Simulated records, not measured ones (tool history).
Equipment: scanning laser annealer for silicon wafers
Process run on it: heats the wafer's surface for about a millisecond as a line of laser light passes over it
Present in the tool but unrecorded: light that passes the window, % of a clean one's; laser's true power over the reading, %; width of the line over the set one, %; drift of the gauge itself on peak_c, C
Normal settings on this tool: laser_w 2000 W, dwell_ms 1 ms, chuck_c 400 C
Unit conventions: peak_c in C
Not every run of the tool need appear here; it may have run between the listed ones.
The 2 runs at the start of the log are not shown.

| run | hour | laser_w | dwell_ms | chuck_c | hours of work since the window was cleaned | hours of work since the power meter was calibrated | hours of work since the optics were aligned | peak_c |
|---|---|---|---|---|---|---|---|---|
| 3 | 22.3 | 1904 | 1 | 400 | 514 | 271 | 112 | 1149 |
| 4 | 33.3 | 1784 | 1 | 400 | 523 | 280 | 120 | 1100 |
| 5 | 41.8 | 1749 | 1 | 400 | 529 | 287 | 127 | 1088 |
| 6 | 56.7 | 1749 | 1 | 400 | 541 | 299 | 139 | 1084 |
| 7 | 69 | 2000 | 1 | 375 | 551 | 309 | 149 | 1158 |
| 8 | 83.5 | 2000 | 1 | 400 | 563 | 320 | 160 | 1179 |
| 9 | 94 | 2000 | 1 | 400 | 571 | 328 | 169 | 1184 |
| 10 | 103.8 | 2000 | 1 | 400 | 579 | 336 | 176 | 1181 |
| 11 | 112.1 | 2000 | 1 | 400 | 585 | 343 | 183 | 1179 |
| 12 | 124.8 | 2000 | 1 | 400 | 595 | 353 | 193 | 1180 |
| 13 | 139.6 | 2000 | 1 | 383 | 607 | 365 | 205 | 1164 |
|  | 143 | window over the wafer cleaned |
| 14 | 149.2 | 2000 | 0.98 | 400 | 5 | 371 | 211 | 1162 |
| 15 | 156.7 | 2000 | 1 | 400 | 11 | 377 | 217 | 1167 |
| 16 | 170.8 | 2000 | 1 | 400 | 22 | 388 | 228 | 1169 |
| 17 | 181.8 | 2000 | 1 | 400 | 31 | 397 | 237 | 1167 |
| 18 | 193.5 | 2000 | 1 | 400 | 40 | 406 | 246 | 1165 |
| 19 | 200.8 | 2000 | 1.12 | 400 | 46 | 412 | 252 | 1206 |
| 20 | 207.2 | 2000 | 0.76 | 400 | 51 | 417 | 257 | 1078 |
|  | 211.4 | window over the wafer cleaned, once more |
| 21 | 221.1 | 2000 | 0.76 | 400 | 8 | 426 | 266 | 1113 |
| 22 | 235.1 | 2000 | 1.19 | 400 | 19 | 437 | 277 | 1268 |
| 23 | 244.1 | 2000 | 0.84 | 417 | 26 | 444 | 284 | 1162 |

What does the tool deliver on the next run?
| 24 | 251.5 | 2000 | 0.84 | 417 | 32 | 450 | 290 | ? |

peak_c: 1159 C
On a tool with no hidden condition, and with the same random variation, this run would have come out at peak_c 1164 C.
